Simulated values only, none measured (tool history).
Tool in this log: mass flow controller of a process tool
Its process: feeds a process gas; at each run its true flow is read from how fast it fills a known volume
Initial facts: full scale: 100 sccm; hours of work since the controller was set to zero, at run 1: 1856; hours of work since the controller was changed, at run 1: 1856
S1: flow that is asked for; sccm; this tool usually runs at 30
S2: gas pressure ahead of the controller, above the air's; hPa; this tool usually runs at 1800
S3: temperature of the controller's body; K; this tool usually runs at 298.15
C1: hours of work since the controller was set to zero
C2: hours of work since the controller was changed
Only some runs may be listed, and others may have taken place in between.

{"run": 1, "hour": 0.0, "S1": 30, "S2": 1800, "S3": 298.15, "C1": 1856, "C2": 1856, "true flow (%)": 99.33}
{"run": 2, "hour": 95.5, "S1": 30, "S2": 1800, "S3": 298.15, "C1": 1899, "C2": 1899, "true flow (%)": 99.46}
{"run": 3, "hour": 182.0, "S1": 30, "S2": 1800, "S3": 298.15, "C1": 1938, "C2": 1938, "true flow (%)": 99.64}
{"run": 4, "hour": 300.1, "S1": 30, "S2": 1800, "S3": 298.15, "C1": 1991, "C2": 1991, "true flow (%)": 99.65}
{"run": 5, "hour": 403.4, "S1": 30, "S2": 1800, "S3": 298.15, "C1": 2037, "C2": 2037, "true flow (%)": 99.86}
{"run": 6, "hour": 491.3, "S1": 30, "S2": 1800, "S3": 298.15, "C1": 2076, "C2": 2076, "true flow (%)": 99.86}
{"run": 7, "hour": 553.5, "S1": 30, "S2": 1580, "S3": 298.15, "C1": 2104, "C2": 2104, "true flow (%)": 99.89}
{"run": 8, "hour": 682.2, "S1": 30, "S2": 1800, "S3": 297.15, "C1": 2162, "C2": 2162, "true flow (%)": 100.07}
{"run": 9, "hour": 734.4, "S1": 30, "S2": 1800, "S3": 297.15, "C1": 2185, "C2": 2185, "true flow (%)": 100.13}
{"run": 10, "hour": 800.8, "S1": 30, "S2": 1800, "S3": 297.15, "C1": 2215, "C2": 2215, "true flow (%)": 100.16}
{"run": 11, "hour": 891.4, "S1": 86, "S2": 2320, "S3": 307.15, "C1": 2255, "C2": 2255, "true flow (%)": 101.89}
{"run": 12, "hour": 948.6, "S1": 30, "S2": 2090, "S3": 312.15, "C1": 2281, "C2": 2281, "true flow (%)": 101.79}
{"run": 13, "hour": 1077.1, "S1": 30, "S2": 2090, "S3": 312.15, "C1": 2339, "C2": 2339, "true flow (%)": 102.06}
{"run": 14, "hour": 1191.2, "S1": 30, "S2": 2660, "S3": 302.15, "C1": 2390, "C2": 2390, "true flow (%)": 101.5}
{"run": 15, "hour": 1258.5, "S1": 26, "S2": 2270, "S3": 304.15, "C1": 2420, "C2": 2420, "true flow (%)": 101.62}
{"run": 16, "hour": 1323.3, "S1": 26, "S2": 2270, "S3": 304.15, "C1": 2449, "C2": 2449, "true flow (%)": 101.65}
{"run": 17, "hour": 1414.6, "S1": 26, "S2": 2270, "S3": 304.15, "C1": 2490, "C2": 2490, "true flow (%)": 101.68}
{"run": 18, "hour": 1494.3, "S1": 23, "S2": 1800, "S3": 298.15, "C1": 2525, "C2": 2525, "true flow (%)": 101.05}
{"run": 19, "hour": 1596.8, "S1": 27, "S2": 1800, "S3": 298.15, "C1": 2571, "C2": 2571, "true flow (%)": 101.2}
{"run": 20, "hour": 1711.3, "S1": 27, "S2": 1800, "S3": 298.15, "C1": 2623, "C2": 2623, "true flow (%)": 101.4}

Each run again, without the hidden state but with its own random variation kept:
The tool's hidden condition here consists of: flow at rest that the sensor doesn't see, % of full scale; true flow over the shown one, %; drift of the gauge itself on true_pct, %.
run=1 true_flow_(%)=99.34
run=2 true_flow_(%)=99.36
run=3 true_flow_(%)=99.44
run=4 true_flow_(%)=99.31
run=5 true_flow_(%)=99.41
run=6 true_flow_(%)=99.30
run=7 true_flow_(%)=99.26
run=8 true_flow_(%)=99.30
run=9 true_flow_(%)=99.29
run=10 true_flow_(%)=99.25
run=11 true_flow_(%)=100.85
run=12 true_flow_(%)=100.69
run=13 true_flow_(%)=100.81
run=14 true_flow_(%)=100.13
run=15 true_flow_(%)=100.18
run=16 true_flow_(%)=100.13
run=17 true_flow_(%)=100.05
run=18 true_flow_(%)=99.35
run=19 true_flow_(%)=99.38
run=20 true_flow_(%)=99.45
